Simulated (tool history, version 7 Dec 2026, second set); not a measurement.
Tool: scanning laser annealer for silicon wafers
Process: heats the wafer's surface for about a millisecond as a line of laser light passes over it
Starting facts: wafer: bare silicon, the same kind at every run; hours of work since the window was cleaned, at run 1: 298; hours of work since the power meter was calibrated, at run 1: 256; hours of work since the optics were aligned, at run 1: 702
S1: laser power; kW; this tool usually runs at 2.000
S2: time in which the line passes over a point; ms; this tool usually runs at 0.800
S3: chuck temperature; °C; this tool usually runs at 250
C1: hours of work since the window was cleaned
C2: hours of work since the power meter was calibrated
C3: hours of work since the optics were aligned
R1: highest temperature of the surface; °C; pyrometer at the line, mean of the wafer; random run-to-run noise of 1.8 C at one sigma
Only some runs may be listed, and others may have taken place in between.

run   hour     S1     S2   S3   C1   C2   C3    R1
  1    0.0  2.000  0.800  250  298  256  702  1025
  2    8.0  2.000  0.800  250  302  260  707  1022
  3   19.7  2.000  0.800  250  309  267  713  1021
  4   31.2  2.000  0.641  250  315  273  719   926
  5   39.6  2.000  0.641  250  320  278  724   926
  6   49.4  2.000  0.641  250  325  283  730   928
  7   58.4  2.000  0.641  250  330  288  735   926
  8   69.3  2.000  0.641  250  336  294  741   925
  9   75.9  2.000  0.641  250  340  298  744   928
 10   83.0  2.000  0.641  250  344  302  748   927
 11   92.4  2.000  0.800  266  349  307  753  1034
 12  104.5  2.000  0.800  250  356  314  760  1021
 13  114.9  2.181  0.573  216  361  320  766   914
 14  126.2  1.872  0.800  250  368  326  772   965
 15  133.6  1.872  0.800  250  372  330  776   964
 16  140.0  1.844  0.658  228  375  333  780   852
 17  148.1  2.040  0.885  248  380  338  784  1085
 18  160.8  2.079  0.800  233  387  345  791  1036
 19  171.4  1.975  0.956  278  393  351  797  1120
 20  176.9  2.165  0.904  241  396  354  800  1149
 21  189.1  2.165  0.904  241  402  361  807  1151
 22  200.2  2.165  0.904  241  409  367  813  1145
 23  207.1  2.165  0.904  241  412  371  817  1147
 24  215.3  2.175  0.768  211  417  375  821  1037

The logged runs with the hidden state left out (each run's random variation unchanged):
What the log doesn't record here: light that passes the window, % of a clean one's; laser's true power over the reading, %; width of the line over the set one, %; drift of the gauge itself on peak_c, C.
run    R1
  1  1035
  2  1032
  3  1031
  4   935
  5   935
  6   938
  7   936
  8   935
  9   938
 10   937
 11  1046
 12  1033
 13   924
 14   976
 15   975
 16   862
 17  1098
 18  1049
 19  1134
 20  1165
 21  1166
 22  1160
 23  1163
 24  1051
